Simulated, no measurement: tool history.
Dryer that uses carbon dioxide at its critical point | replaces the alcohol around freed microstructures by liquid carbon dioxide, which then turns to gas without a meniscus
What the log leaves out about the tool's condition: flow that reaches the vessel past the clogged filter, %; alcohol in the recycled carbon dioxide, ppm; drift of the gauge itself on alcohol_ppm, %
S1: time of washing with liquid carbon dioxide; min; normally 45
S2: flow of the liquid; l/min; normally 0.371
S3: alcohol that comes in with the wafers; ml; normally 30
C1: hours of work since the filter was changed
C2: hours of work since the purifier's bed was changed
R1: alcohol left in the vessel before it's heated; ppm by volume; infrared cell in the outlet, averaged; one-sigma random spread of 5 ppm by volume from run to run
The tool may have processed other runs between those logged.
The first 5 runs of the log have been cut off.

run 6 hour=77.3 | S1=45 S2=0.371 S3=28 | C1=218 C2=747 | R1=259
run 7 hour=90.7 | S1=45 S2=0.371 S3=28 | C1=228 C2=756 | R1=253
run 8 hour=103.4 | S1=65 S2=0.371 S3=30 | C1=237 C2=765 | R1=234
run 9 hour=118.3 | S1=45 S2=0.371 S3=30 | C1=247 C2=776 | R1=267
run 10 hour=135.6 | S1=45 S2=0.371 S3=30 | C1=259 C2=788 | R1=266
run 11 hour=149.3 | S1=45 S2=0.371 S3=30 | C1=269 C2=798 | R1=258
run 12 hour=170.4 | S1=45 S2=0.371 S3=30 | C1=284 C2=813 | R1=281
run 13 hour=180.7 | S1=45 S2=0.371 S3=30 | C1=291 C2=820 | R1=286
run 14 hour=191.5 | S1=45 S2=0.371 S3=30 | C1=299 C2=827 | R1=265
run 15 hour=201.5 | S1=45 S2=0.371 S3=30 | C1=306 C2=834 | R1=287
run 16 hour=220.0 | S1=45 S2=0.371 S3=26 | C1=319 C2=847 | R1=288
run 17 hour=230.1 | S1=45 S2=0.371 S3=26 | C1=326 C2=855 | R1=286
run 18 hour=240.4 | S1=45 S2=0.371 S3=26 | C1=333 C2=862 | R1=295
-- hour=256.7 purifier's bed changed
run 19 hour=263.3 | S1=45 S2=0.371 S3=26 | C1=347 C2=5 | R1=26
run 20 hour=281.8 | S1=45 S2=0.371 S3=30 | C1=360 C2=18 | R1=40
run 21 hour=294.6 | S1=45 S2=0.371 S3=30 | C1=369 C2=27 | R1=43
run 22 hour=308.8 | S1=45 S2=0.371 S3=30 | C1=379 C2=37 | R1=50
run 23 hour=329.1 | S1=45 S2=0.371 S3=30 | C1=394 C2=51 | R1=49

Run 24 comes next. What will it give?
run 24 hour=344.2 | S1=39 S2=0.371 S3=23 | C1=404 C2=62 | R1=?

Run 24 gave R1 67 ppm by volume.
If the tool had no hidden condition, the same run with the same run-to-run variation would have returned R1 28 ppm by volume.
